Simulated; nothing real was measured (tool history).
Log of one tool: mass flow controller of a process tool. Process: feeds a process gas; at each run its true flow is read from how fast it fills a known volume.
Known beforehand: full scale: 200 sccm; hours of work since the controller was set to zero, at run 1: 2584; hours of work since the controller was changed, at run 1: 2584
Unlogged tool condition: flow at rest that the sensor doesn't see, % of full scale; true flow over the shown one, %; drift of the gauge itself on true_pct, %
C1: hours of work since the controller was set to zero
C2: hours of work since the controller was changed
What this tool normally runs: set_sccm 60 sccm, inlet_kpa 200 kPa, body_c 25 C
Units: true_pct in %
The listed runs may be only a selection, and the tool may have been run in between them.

Run 1, hour 0.0: usual settings; C1 2584; C2 2584. Result: true_pct 98.29 %.
Run 2, hour 119.4: usual settings; C1 2678; C2 2678. Result: true_pct 98.38 %.
Run 3, hour 182.3: usual settings; C1 2728; C2 2728. Result: true_pct 98.50 %.
Run 4, hour 311.5: usual settings; C1 2830; C2 2830. Result: true_pct 98.47 %.
Run 5, hour 422.7: usual settings; C1 2918; C2 2918. Result: true_pct 98.56 %.
Run 6, hour 553.4: usual settings; C1 3022; C2 3022. Result: true_pct 98.64 %.
Run 7, hour 613.4: usual settings; C1 3069; C2 3069. Result: true_pct 98.63 %.
Run 8, hour 727.8: usual settings; C1 3160; C2 3160. Result: true_pct 98.75 %.
Run 9, hour 852.2: usual settings but set_sccm 199 sccm, inlet_kpa 190 kPa; C1 3258; C2 3258. Result: true_pct 100.61 %.
Run 10, hour 989.8: usual settings but set_sccm 75 sccm, inlet_kpa 189 kPa, body_c 24 C; C1 3367; C2 3367. Result: true_pct 99.22 %.
Run 11, hour 1095.3: usual settings but set_sccm 106 sccm, inlet_kpa 199 kPa, body_c 28 C; C1 3451; C2 3451. Result: true_pct 99.69 %.

Expected results for the next run?
Run 12, hour 1160.3: usual settings but set_sccm 106 sccm, inlet_kpa 199 kPa, body_c 28 C; C1 3502; C2 3502. Result: true_pct ?.

true_pct: 99.79 %
Without the tool's hidden state the same run would have given true_pct 98.95 %.
